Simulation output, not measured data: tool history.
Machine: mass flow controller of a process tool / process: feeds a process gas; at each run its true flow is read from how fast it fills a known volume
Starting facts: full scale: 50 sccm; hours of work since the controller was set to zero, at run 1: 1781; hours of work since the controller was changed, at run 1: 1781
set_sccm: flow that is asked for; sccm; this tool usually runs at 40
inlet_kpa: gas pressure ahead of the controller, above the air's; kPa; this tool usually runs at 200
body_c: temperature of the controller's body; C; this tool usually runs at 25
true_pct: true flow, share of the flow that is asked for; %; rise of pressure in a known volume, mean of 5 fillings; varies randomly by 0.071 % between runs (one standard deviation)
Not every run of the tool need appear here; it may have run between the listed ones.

run,hour,set_sccm,inlet_kpa,body_c,hours of work since the controller was set to zero,hours of work since the controller was changed,true_pct
1,0,40,200,25,1781,1781,99.33
2,291.6,40,200,25,1876,1876,99.34
3,487.9,40,200,25,1940,1940,99.39
4,652.8,40,200,25,1994,1994,99.27
5,929.8,40,200,25,2084,2084,99.19
6,1251.5,40,200,25,2189,2189,99.33
7,1445.7,40,200,27,2252,2252,99.29
8,1637.3,40,200,27,2314,2314,99.37
9,1909.2,40,200,27,2403,2403,99.37
10,2151,40,200,27,2482,2482,99.47
11,2429.5,40,200,27,2572,2572,99.38
12,2584.1,40,200,27,2623,2623,99.48
13,2819.9,40,200,25,2700,2700,99.31
14,3123,15,200,25,2798,2798,99.64
15,3386.6,15,200,25,2884,2884,99.72
16,3744.8,40,200,25,3001,3001,99.41
17,4092.1,40,200,25,3114,3114,99.48
18,4376.8,40,200,25,3207,3207,99.47
19,4686.4,40,200,25,3308,3308,99.23
20,4941.1,40,200,21,3391,3391,99.35
21,5108,40,200,21,3445,3445,99.16
22,5385.5,40,200,21,3535,3535,99.32
23,5647.6,40,200,21,3621,3621,99.36
24,5894.5,40,200,21,3701,3701,99.38
25,6232.1,25,248,29,3811,3811,99.44
26,6448,25,248,29,3882,3882,99.43
27,6627.3,35,176,35,3940,3940,99.63
28,6848.6,35,176,35,4012,4012,99.59
29,7191.4,40,153,25,4124,4124,99.59
30,7384,33,261,38,4186,4186,99.4
31,7623.4,33,261,38,4264,4264,99.45
32,7792.9,6,200,25,4320,4320,106.32
33,7998.3,6,200,25,4387,4387,106.47
34,8319.8,6,227,25,4491,4491,106.71
35,8646.8,6,227,25,4598,4598,106.86
36,8964.2,24,150,25,4701,4701,99.87
37,9256.9,40,160,26,4797,4797,99.38
38,9504.8,40,160,26,4877,4877,99.46
39,9682,13,148,28,4935,4935,101.77
40,9848.8,21,160,35,4990,4990,100.35
41,10102.8,16,265,21,5072,5072,100.58
42,10349.3,16,161,24,5153,5153,100.98
43,10558.5,41,187,24,5221,5221,99.56
# hour 10652: controller's zero set anew
44,10730.5,7,200,25,26,5277,96.24
45,10903.4,36,219,25,82,5333,97.47
46,11125,36,246,26,154,5405,97.23
47,11398.2,36,246,23,243,5494,97.32
48,11626.3,22,164,25,317,5568,96.83

What would each run have given without the hidden state, its run-to-run variation left as it was?
Hidden conditions of the tool in this case: flow at rest that the sensor doesn't see, % of full scale; true flow over the shown one, %; drift of the gauge itself on true_pct, %.
run,true_pct
1,99.42
2,99.43
3,99.48
4,99.35
5,99.28
6,99.42
7,99.37
8,99.45
9,99.44
10,99.55
11,99.46
12,99.55
13,99.38
14,97.97
15,98
16,99.47
17,99.54
18,99.52
19,99.29
20,99.41
21,99.22
22,99.37
23,99.41
24,99.43
25,98.64
26,98.62
27,99.46
28,99.42
29,99.63
30,99.11
31,99.15
32,97.44
33,97.48
34,97.46
35,97.42
36,98.75
37,99.4
38,99.48
39,98.07
40,98.72
41,97.83
42,98.17
43,99.6
44,97.56
45,99.27
46,99.01
47,99.1
48,98.46
